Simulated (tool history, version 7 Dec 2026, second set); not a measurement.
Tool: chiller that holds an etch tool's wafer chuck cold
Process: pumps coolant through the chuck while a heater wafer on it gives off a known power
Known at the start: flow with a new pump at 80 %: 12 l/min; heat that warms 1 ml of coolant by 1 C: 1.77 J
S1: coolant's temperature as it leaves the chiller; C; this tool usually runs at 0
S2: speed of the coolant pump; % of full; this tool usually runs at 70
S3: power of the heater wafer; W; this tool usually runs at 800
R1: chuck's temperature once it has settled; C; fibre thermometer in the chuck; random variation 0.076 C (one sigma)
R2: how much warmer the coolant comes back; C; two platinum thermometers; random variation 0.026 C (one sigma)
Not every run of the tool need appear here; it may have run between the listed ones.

| run | hour | S1 | S2 | S3 | R1 | R2 |
|---|---|---|---|---|---|---|
| 1 | 0.0 | 0 | 70 | 800 | 5.58 | 2.67 |
| 2 | 22.6 | 0 | 70 | 800 | 5.77 | 2.64 |
| 3 | 49.6 | 0 | 70 | 800 | 5.77 | 2.67 |
| 4 | 95.3 | -2 | 70 | 800 | 3.59 | 2.64 |
| 5 | 118.4 | -2 | 70 | 800 | 3.72 | 2.67 |
| 6 | 146.8 | 0 | 78 | 800 | 5.14 | 2.39 |
| 7 | 182.8 | 0 | 70 | 647 | 4.63 | 2.14 |
| 8 | 217.3 | 0 | 70 | 647 | 4.56 | 2.18 |
| 9 | 269.0 | -4 | 70 | 769 | 1.53 | 2.53 |
|  | 274.0 | chiller's thermometer calibrated |
| 10 | 303.8 | -4 | 70 | 642 | 0.62 | 2.10 |
| 11 | 332.6 | -4 | 83 | 476 | -1.06 | 1.31 |
| 12 | 380.1 | 0 | 66 | 982 | 7.39 | 3.46 |
| 13 | 407.8 | 1 | 80 | 779 | 6.07 | 2.31 |

How would selected steps in R1 from run to run divide? Give the signed amount a tool lacking its hidden state would still show from settings, what came in and random variation, and the signed amount left for the hidden state, including any gauge scatter that is not in both of the compared results.
Hidden state at play: heat passed by the chuck's channels, % of clean ones'; flow at a given pump speed, % of a new pump's; coolant's true temperature over the reading, C; drift of the gauge itself on chuck_c, C; drift of the gauge itself on warmer_back_c, C.
Run 11 -> 12: S1 -4 -> 0, S2 83 -> 66, S3 476 -> 982. R1 +8.45 C: hidden state +0.15, all else +8.30.
